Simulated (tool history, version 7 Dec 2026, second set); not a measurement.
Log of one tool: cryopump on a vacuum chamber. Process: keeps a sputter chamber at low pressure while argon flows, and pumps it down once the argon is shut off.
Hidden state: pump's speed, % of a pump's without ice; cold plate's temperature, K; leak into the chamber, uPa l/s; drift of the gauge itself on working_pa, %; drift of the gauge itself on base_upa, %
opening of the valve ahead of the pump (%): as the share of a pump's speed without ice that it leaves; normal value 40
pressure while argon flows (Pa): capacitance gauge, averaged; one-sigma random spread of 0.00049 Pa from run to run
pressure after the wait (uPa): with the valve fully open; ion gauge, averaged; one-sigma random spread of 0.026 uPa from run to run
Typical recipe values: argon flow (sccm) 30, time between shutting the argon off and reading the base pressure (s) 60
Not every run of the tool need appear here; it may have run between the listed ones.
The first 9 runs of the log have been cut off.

run    hour  argon flow (sccm)  time between shutting the argon off and reading the base pressure (s)  opening of the valve ahead of the pump (%)  hours of work since the pump was warmed up and emptied  hours of work since the cold head was overhauled  hours of work since the chamber's fittings were tightened  pressure while argon flows (Pa)  pressure after the wait (uPa)
 10     629                 30                                                                     60                                          28                                                     252                                              1053                                                       2508                           0.1424                           1.72
 11     679                 30                                                                     60                                          28                                                     274                                              1075                                                       2530                           0.1422                           1.76
 12   765.7                 30                                                                     60                                          28                                                     312                                              1113                                                       2568                           0.1428                           1.84
 13   863.3                 30                                                                     60                                          28                                                     355                                              1155                                                       2611                           0.1435                           1.79
 14     907                 30                                                                     60                                          28                                                     374                                              1175                                                       2630                           0.1435                           1.87
 15   982.4                 30                                                                     60                                          28                                                     407                                              1208                                                       2663                           0.1439                           1.84
 16  1075.9                 30                                                                     71                                          40                                                     448                                              1249                                                       2704                           0.1026                           1.68
 17  1159.2                 30                                                                     71                                          40                                                     484                                              1285                                                       2741                           0.1029                           1.77

Expected results for the next run?
 18  1254.6                 37                                                                     31                                          24                                                     526                                              1327                                                       2783                                ?                              ?

{"run 18": {"pressure while argon flows (Pa)": 0.2063, "pressure after the wait (uPa)": 2.65}}
Take away the tool's hidden state, keep the run-to-run variation as it was, and the same run would have given pressure while argon flows (Pa) 0.1991, pressure after the wait (uPa) 1.9.
